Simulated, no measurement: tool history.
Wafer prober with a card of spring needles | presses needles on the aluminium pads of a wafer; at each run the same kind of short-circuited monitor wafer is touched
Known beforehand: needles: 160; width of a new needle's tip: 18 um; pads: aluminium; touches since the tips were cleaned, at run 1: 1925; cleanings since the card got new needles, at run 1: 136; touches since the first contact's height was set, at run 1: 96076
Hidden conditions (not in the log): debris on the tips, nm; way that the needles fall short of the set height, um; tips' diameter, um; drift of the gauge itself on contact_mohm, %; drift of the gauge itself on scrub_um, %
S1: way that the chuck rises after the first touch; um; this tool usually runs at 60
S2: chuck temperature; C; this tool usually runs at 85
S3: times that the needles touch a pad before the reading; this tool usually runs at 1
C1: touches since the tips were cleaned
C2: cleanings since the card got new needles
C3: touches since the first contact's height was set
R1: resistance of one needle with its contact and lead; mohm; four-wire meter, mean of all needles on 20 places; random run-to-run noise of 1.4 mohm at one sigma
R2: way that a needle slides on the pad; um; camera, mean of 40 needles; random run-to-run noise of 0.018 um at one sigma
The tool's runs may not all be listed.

run 1 hour=0.0 | S1=60 S2=85 S3=1 | C1=1925 C2=136 C3=96076 | R1=160 R2=7.68
-- hour=12.2 tips cleaned on abrasive film
-- hour=34.2 tips cleaned on abrasive film
-- hour=43.5 height of the first contact set anew
run 2 hour=44.2 | S1=60 S2=40 S3=1 | C1=2852 C2=138 C3=199 | R1=168 R2=7.57
-- hour=56.9 tips cleaned on abrasive film
-- hour=78.9 tips cleaned on abrasive film
run 3 hour=92.1 | S1=60 S2=40 S3=1 | C1=3905 C2=140 C3=14283 | R1=182 R2=7.55
-- hour=101.2 tips cleaned on abrasive film
-- hour=123.1 tips cleaned on abrasive film
run 4 hour=128.6 | S1=60 S2=40 S3=1 | C1=1640 C2=142 C3=25006 | R1=158 R2=7.53
-- hour=142.2 tips cleaned on abrasive film
-- hour=163.8 tips cleaned on abrasive film
-- hour=185.6 tips cleaned on abrasive film
-- hour=203.9 height of the first contact set anew, once more
-- hour=204.0 tips cleaned on abrasive film
run 5 hour=205.4 | S1=60 S2=53 S3=1 | C1=415 C2=146 C3=415 | R1=131 R2=7.90
-- hour=223.5 tips cleaned on abrasive film
-- hour=246.1 tips cleaned on abrasive film
-- hour=268.1 tips cleaned on abrasive film
-- hour=286.2 tips cleaned on abrasive film
run 6 hour=290.7 | S1=60 S2=53 S3=1 | C1=1331 C2=150 C3=25462 | R1=154 R2=7.79
-- hour=308.4 tips cleaned on abrasive film
-- hour=326.5 tips cleaned on abrasive film
run 7 hour=330.2 | S1=60 S2=85 S3=1 | C1=1115 C2=152 C3=37067 | R1=146 R2=7.75
-- hour=347.1 tips cleaned on abrasive film
-- hour=365.2 tips cleaned on abrasive film
run 8 hour=367.9 | S1=60 S2=85 S3=1 | C1=777 C2=154 C3=48106 | R1=144 R2=7.73
-- hour=385.6 tips cleaned on abrasive film
-- hour=406.7 tips cleaned on abrasive film
run 9 hour=406.7 | S1=60 S2=37 S3=1 | C1=0 C2=156 C3=59523 | R1=122 R2=7.72
-- hour=428.9 tips cleaned on abrasive film
-- hour=451.4 tips cleaned on abrasive film
-- hour=470.3 tips cleaned on abrasive film
run 10 hour=470.3 | S1=60 S2=37 S3=1 | C1=0 C2=159 C3=78181 | R1=119 R2=7.69
-- hour=488.4 tips cleaned on abrasive film
-- hour=510.9 tips cleaned on abrasive film
-- hour=533.2 tips cleaned on abrasive film
run 11 hour=549.7 | S1=60 S2=37 S3=1 | C1=4864 C2=162 C3=101523 | R1=191 R2=7.63
-- hour=554.3 tips cleaned on abrasive film
-- hour=576.9 tips cleaned on abrasive film
-- hour=577.2 height of the first contact set anew
-- hour=598.8 tips cleaned on abrasive film
-- hour=621.4 tips cleaned on abrasive film
run 12 hour=634.9 | S1=60 S2=37 S3=1 | C1=3982 C2=166 C3=16968 | R1=179 R2=7.87
-- hour=639.5 tips cleaned on abrasive film
-- hour=662.0 tips cleaned on abrasive film
-- hour=684.0 tips cleaned on abrasive film
-- hour=706.5 tips cleaned on abrasive film
run 13 hour=709.9 | S1=60 S2=37 S3=1 | C1=1000 C2=170 C3=38997 | R1=142 R2=7.78
-- hour=728.0 tips cleaned on abrasive film
-- hour=750.5 tips cleaned on abrasive film
-- hour=772.3 tips cleaned on abrasive film
-- hour=791.1 tips cleaned on abrasive film
run 14 hour=791.1 | S1=60 S2=37 S3=1 | C1=0 C2=174 C3=62825 | R1=125 R2=7.75
-- hour=812.8 tips cleaned on abrasive film
-- hour=831.9 tips cleaned on abrasive film
run 15 hour=831.9 | S1=60 S2=37 S3=1 | C1=0 C2=176 C3=74804 | R1=128 R2=7.70
-- hour=854.2 tips cleaned on abrasive film
-- hour=876.1 tips cleaned on abrasive film
-- hour=894.2 tips cleaned on abrasive film
run 16 hour=911.7 | S1=47 S2=85 S3=1 | C1=5159 C2=179 C3=98261 | R1=236 R2=5.94
-- hour=916.3 tips cleaned on abrasive film
-- hour=938.7 tips cleaned on abrasive film
-- hour=948.0 height of the first contact set anew
run 17 hour=951.8 | S1=47 S2=85 S3=1 | C1=3778 C2=181 C3=1126 | R1=217 R2=6.19
-- hour=960.8 tips cleaned on abrasive film
-- hour=982.1 tips cleaned on abrasive film
-- hour=1003.4 tips cleaned on abrasive film
run 18 hour=1011.5 | S1=47 S2=85 S3=1 | C1=2383 C2=184 C3=18661 | R1=208 R2=6.14
-- hour=1025.1 tips cleaned on abrasive film
-- hour=1047.6 tips cleaned on abrasive film
-- hour=1069.4 tips cleaned on abrasive film
run 19 hour=1079.0 | S1=48 S2=44 S3=1 | C1=2821 C2=187 C3=38474 | R1=194 R2=6.22
-- hour=1088.1 tips cleaned on abrasive film
-- hour=1110.2 tips cleaned on abrasive film
-- hour=1132.8 tips cleaned on abrasive film
run 20 hour=1143.0 | S1=44 S2=85 S3=1 | C1=3017 C2=190 C3=57278 | R1=232 R2=5.67
-- hour=1151.9 tips cleaned on abrasive film
-- hour=1172.9 tips cleaned on abrasive film
-- hour=1192.0 tips cleaned on abrasive film
run 21 hour=1192.0 | S1=44 S2=85 S3=1 | C1=0 C2=193 C3=71664 | R1=141 R2=5.60
-- hour=1213.9 tips cleaned on abrasive film
-- hour=1236.3 tips cleaned on abrasive film
run 22 hour=1245.0 | S1=60 S2=77 S3=1 | C1=2561 C2=195 C3=87229 | R1=174 R2=7.67
-- hour=1258.6 tips cleaned on abrasive film
-- hour=1281.1 tips cleaned on abrasive film
run 23 hour=1288.7 | S1=47 S2=72 S3=3 | C1=2241 C2=197 C3=100076 | R1=156 R2=5.93
-- hour=1302.3 tips cleaned on abrasive film
-- hour=1320.4 tips cleaned on abrasive film
-- hour=1320.7 height of the first contact set anew
-- hour=1342.6 tips cleaned on abrasive film
run 24 hour=1350.1 | S1=77 S2=89 S3=1 | C1=2218 C2=200 C3=8646 | R1=151 R2=10.12
-- hour=1363.7 tips cleaned on abrasive film
-- hour=1381.8 tips cleaned on abrasive film
run 25 hour=1391.3 | S1=69 S2=43 S3=1 | C1=2815 C2=202 C3=20743 | R1=160 R2=9.04
-- hour=1400.4 tips cleaned on abrasive film
-- hour=1423.0 tips cleaned on abrasive film
run 26 hour=1432.0 | S1=67 S2=85 S3=3 | C1=2677 C2=204 C3=32703 | R1=139 R2=8.72
-- hour=1441.1 tips cleaned on abrasive film
-- hour=1463.1 tips cleaned on abrasive film
-- hour=1485.7 tips cleaned on abrasive film
-- hour=1507.6 tips cleaned on abrasive film
run 27 hour=1513.9 | S1=43 S2=35 S3=3 | C1=1864 C2=208 C3=56751 | R1=157 R2=5.53

3 ways to go on from here, each from the tool as it stands after run 27. What would each give?
-- hour=1526.8 tips cleaned on abrasive film
-- hour=1544.9 tips cleaned on abrasive film
-- hour=1567.0 tips cleaned on abrasive film
run A hour=1570.0 | S1=43 S2=93 S3=2 | C1=879 C2=211 C3=73212 | R1=? R2=?
-- hour=1526.8 tips cleaned on abrasive film
-- hour=1544.9 tips cleaned on abrasive film
-- hour=1567.0 tips cleaned on abrasive film
run B hour=1570.0 | S1=62 S2=99 S3=3 | C1=879 C2=211 C3=73212 | R1=? R2=?
-- hour=1526.8 tips cleaned on abrasive film
-- hour=1544.9 tips cleaned on abrasive film
-- hour=1567.0 tips cleaned on abrasive film
run C hour=1570.0 | S1=60 S2=85 S3=1 | C1=879 C2=211 C3=73212 | R1=? R2=?

run=A R1=160 R2=5.49
run=B R1=135 R2=8.01
run=C R1=150 R2=7.73
With no hidden state in the tool, these same runs would have given:
run=A R1=123 R2=5.65
run=B R1=122 R2=8.17
run=C R1=119 R2=7.89

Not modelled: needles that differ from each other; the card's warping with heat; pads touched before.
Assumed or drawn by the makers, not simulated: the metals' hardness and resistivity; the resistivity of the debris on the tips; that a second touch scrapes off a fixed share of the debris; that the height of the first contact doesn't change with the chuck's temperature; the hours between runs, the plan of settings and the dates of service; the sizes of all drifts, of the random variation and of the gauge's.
